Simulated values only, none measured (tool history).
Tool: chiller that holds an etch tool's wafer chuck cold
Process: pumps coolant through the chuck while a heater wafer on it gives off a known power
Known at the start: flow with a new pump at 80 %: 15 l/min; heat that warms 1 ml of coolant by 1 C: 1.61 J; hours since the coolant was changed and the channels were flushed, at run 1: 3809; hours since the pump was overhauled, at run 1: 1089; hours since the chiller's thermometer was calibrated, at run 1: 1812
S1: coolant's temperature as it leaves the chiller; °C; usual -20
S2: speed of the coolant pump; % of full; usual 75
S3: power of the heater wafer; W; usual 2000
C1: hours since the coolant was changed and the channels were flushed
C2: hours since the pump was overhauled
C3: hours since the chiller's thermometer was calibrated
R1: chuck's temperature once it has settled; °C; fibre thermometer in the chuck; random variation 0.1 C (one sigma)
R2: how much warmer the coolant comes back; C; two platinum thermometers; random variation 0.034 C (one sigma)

run     day   S1   S2    S3    C1    C2    C3    R1    R2
  1       0  -20   75  2000  3809  1089  1812   6.1  5.37
  2   0.583  -20   75  1614  3823  1103  1826   1.3  4.33
  3   1.158  -20   75  1614  3837  1117  1840   1.1   4.4
  4   2.012  -20   75  2950  3858  1137  1860  18.4  8.01
  5   3.354  -20   75  2950  3890  1170  1892  18.4  8.01
  6   4.754  -20   75  2950  3924  1203  1926  18.5  7.96
  7   5.842  -20   67  2000  3950  1229  1952   8.5   6.1
  8   6.633  -15   75  2000  3969  1248  1971  11.2   5.4
  9   7.842  -20  100  2000  3998  1277  2000   1.7  4.02
 10   8.554  -20  100  2000  4015  1294  2017   1.7  3.94
 11   9.504  -17   75  2000  4037  1317  2040   9.3  5.46
 12  10.417  -17   75  2000  4059  1339  2062   9.4  5.46
 13  11.329  -20   94  1396  4081  1361  2084  -4.2  2.93
 14  12.712  -20   75  1805  4114  1394  2117   3.8  4.88
     13.012  -- coolant pump overhauled
 15  14.067  -25   83  1535  4142    25  2144  -5.8  3.78
 16  14.958  -20   78  1142  4163    47  2166  -5.3     3
 17  16.267  -20   78  1142  4195    78  2197  -5.1  2.94
 18  17.433  -20   78  2194  4223   106  2225   8.5  5.73
 19  18.796  -22   75  1940  4256   139  2258   3.9  5.32
 20  20.054  -22   75  1940  4286   169  2288     4  5.36
     20.542  -- coolant pump overhauled, once more
 21  21.208  -24   92  1294  4308    16  2311    -9   2.8
 22  21.888  -15   92  1294  4325    32  2327     0  2.83
 23   22.65  -13   92  1294  4343    51  2345     2  2.76
 24  23.304  -16   96  1294  4359    66  2361  -1.3  2.62

4 ways to go on from here, each from the tool as it stands after run 24. What would each give?
  A  24.021  -16  75  1294  4376  83  2378   ?   ?
  B  24.021  -27  72  2953  4376  83  2378   ?   ?
  C  24.021  -20  75  1221  4376  83  2378   ?   ?
  D  24.021  -16  73  1294  4376  83  2378   ?   ?

run    R1    R2
  A     1   3.5
  B  12.7  8.24
  C  -3.9  3.24
  D   1.5  3.53
Without the tool's hidden state the same runs would have given:
run    R1    R2
  A    -1  3.48
  B   8.3   8.2
  C  -5.8  3.23
  D  -0.6  3.51

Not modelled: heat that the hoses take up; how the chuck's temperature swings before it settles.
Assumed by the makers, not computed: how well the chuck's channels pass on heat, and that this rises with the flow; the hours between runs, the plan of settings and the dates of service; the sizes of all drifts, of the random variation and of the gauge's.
